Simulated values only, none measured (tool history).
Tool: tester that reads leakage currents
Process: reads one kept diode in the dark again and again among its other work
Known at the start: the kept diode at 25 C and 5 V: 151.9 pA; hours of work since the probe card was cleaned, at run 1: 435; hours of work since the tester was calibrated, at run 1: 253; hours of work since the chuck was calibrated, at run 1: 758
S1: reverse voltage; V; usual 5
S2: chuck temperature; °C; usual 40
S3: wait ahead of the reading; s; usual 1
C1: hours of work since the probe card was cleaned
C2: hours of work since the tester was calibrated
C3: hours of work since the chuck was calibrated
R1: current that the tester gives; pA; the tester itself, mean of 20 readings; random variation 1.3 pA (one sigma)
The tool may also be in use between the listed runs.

run 1 hour=0 | S1=5 S2=40 S3=1 | C1=435 C2=253 C3=758 | R1=446.51
run 2 hour=29.7 | S1=5 S2=40 S3=1 | C1=448 C2=265 C3=771 | R1=446.14
run 3 hour=75.4 | S1=5 S2=40 S3=1 | C1=467 C2=285 C3=790 | R1=445.52
run 4 hour=128.8 | S1=5 S2=40 S3=1.07 | C1=490 C2=307 C3=813 | R1=447.58
run 5 hour=158.6 | S1=5 S2=40 S3=1 | C1=502 C2=320 C3=825 | R1=447.33
run 6 hour=197.2 | S1=5 S2=40 S3=1 | C1=519 C2=336 C3=842 | R1=446.64
run 7 hour=230.9 | S1=5 S2=40 S3=1 | C1=533 C2=350 C3=856 | R1=445.21
run 8 hour=284.7 | S1=5 S2=40 S3=1 | C1=556 C2=373 C3=879 | R1=445.25
run 9 hour=332.5 | S1=5 S2=40 S3=1 | C1=576 C2=394 C3=899 | R1=446.01
run 10 hour=374.7 | S1=5 S2=40 S3=1 | C1=594 C2=411 C3=917 | R1=445.37
run 11 hour=426.5 | S1=5 S2=40 S3=1 | C1=616 C2=433 C3=939 | R1=445.94
run 12 hour=461 | S1=5 S2=40 S3=1 | C1=630 C2=448 C3=953 | R1=445.58
run 13 hour=512.4 | S1=5 S2=40 S3=1.41 | C1=652 C2=470 C3=975 | R1=444.63
run 14 hour=565.5 | S1=5 S2=37 S3=1 | C1=675 C2=492 C3=998 | R1=362.73
run 15 hour=596.1 | S1=5 S2=25 S3=1 | C1=688 C2=505 C3=1011 | R1=151.63
run 16 hour=645.5 | S1=5 S2=25 S3=1 | C1=709 C2=526 C3=1032 | R1=152.85
run 17 hour=694.5 | S1=5 S2=25 S3=1 | C1=729 C2=547 C3=1052 | R1=153.14
run 18 hour=747.4 | S1=5 S2=52 S3=1 | C1=752 C2=569 C3=1075 | R1=988.56
run 19 hour=772.5 | S1=5 S2=52 S3=1 | C1=762 C2=580 C3=1085 | R1=987.69
run 20 hour=799.7 | S1=5 S2=40 S3=0.63 | C1=774 C2=591 C3=1097 | R1=445.88
run 21 hour=854.6 | S1=6.83 S2=36 S3=3.53 | C1=797 C2=615 C3=1120 | R1=385.31
run 22 hour=895.4 | S1=5 S2=32 S3=0.65 | C1=814 C2=632 C3=1137 | R1=254.89
run 23 hour=922 | S1=5 S2=32 S3=0.65 | C1=826 C2=643 C3=1149 | R1=255.59
run 24 hour=968.8 | S1=5 S2=32 S3=0.65 | C1=846 C2=663 C3=1169 | R1=253.86
run 25 hour=1014.2 | S1=5 S2=32 S3=0.65 | C1=865 C2=682 C3=1188 | R1=254.67
run 26 hour=1063.6 | S1=5 S2=29 S3=1 | C1=886 C2=703 C3=1209 | R1=204.01
run 27 hour=1095.7 | S1=5 S2=29 S3=1 | C1=899 C2=717 C3=1222 | R1=204.48
run 28 hour=1142.6 | S1=5 S2=29 S3=1 | C1=919 C2=737 C3=1242 | R1=206.7
run 29 hour=1174.4 | S1=5 S2=29 S3=1 | C1=933 C2=750 C3=1256 | R1=205.77
run 30 hour=1213.6 | S1=5 S2=29 S3=1 | C1=949 C2=767 C3=1272 | R1=205.63
run 31 hour=1238.1 | S1=5 S2=40 S3=3.32 | C1=960 C2=777 C3=1283 | R1=447.87
run 32 hour=1281.4 | S1=5 S2=40 S3=3.32 | C1=978 C2=795 C3=1301 | R1=444.76
run 33 hour=1313.5 | S1=5 S2=40 S3=0.44 | C1=992 C2=809 C3=1315 | R1=446.48
run 34 hour=1343.1 | S1=5 S2=40 S3=0.44 | C1=1004 C2=822 C3=1327 | R1=442.44
run 35 hour=1386.9 | S1=5 S2=40 S3=0.44 | C1=1023 C2=840 C3=1346 | R1=443.81
run 36 hour=1411.8 | S1=3.3 S2=26 S3=0.84 | C1=1033 C2=851 C3=1356 | R1=137.82
run 37 hour=1456 | S1=5.72 S2=26 S3=0.35 | C1=1052 C2=869 C3=1375 | R1=176.57
run 38 hour=1505.8 | S1=17.25 S2=20 S3=1.01 | C1=1073 C2=891 C3=1396 | R1=192.7
run 39 hour=1531.5 | S1=8.87 S2=46 S3=1.13 | C1=1084 C2=901 C3=1407 | R1=854.95
run 40 hour=1571.3 | S1=6.46 S2=40 S3=9.04 | C1=1101 C2=918 C3=1424 | R1=498.13

4 ways to go on from here, each from the tool as it stands after run 40. What would each give?
run A hour=1606.2 | S1=8.8 S2=40 S3=9.04 | C1=1116 C2=933 C3=1439 | R1=?
run B hour=1606.2 | S1=4.65 S2=41 S3=0.43 | C1=1116 C2=933 C3=1439 | R1=?
run C hour=1606.2 | S1=6.46 S2=40 S3=0.56 | C1=1116 C2=933 C3=1439 | R1=?
run D hour=1606.2 | S1=3.25 S2=34 S3=1 | C1=1116 C2=933 C3=1439 | R1=?

run=A R1=566.68
run=B R1=462.92
run=C R1=499.7
run=D R1=242.89
Without the tool's hidden state the same runs would have given:
run=A R1=573.77
run=B R1=472.38
run=C R1=507.83
run=D R1=247.12
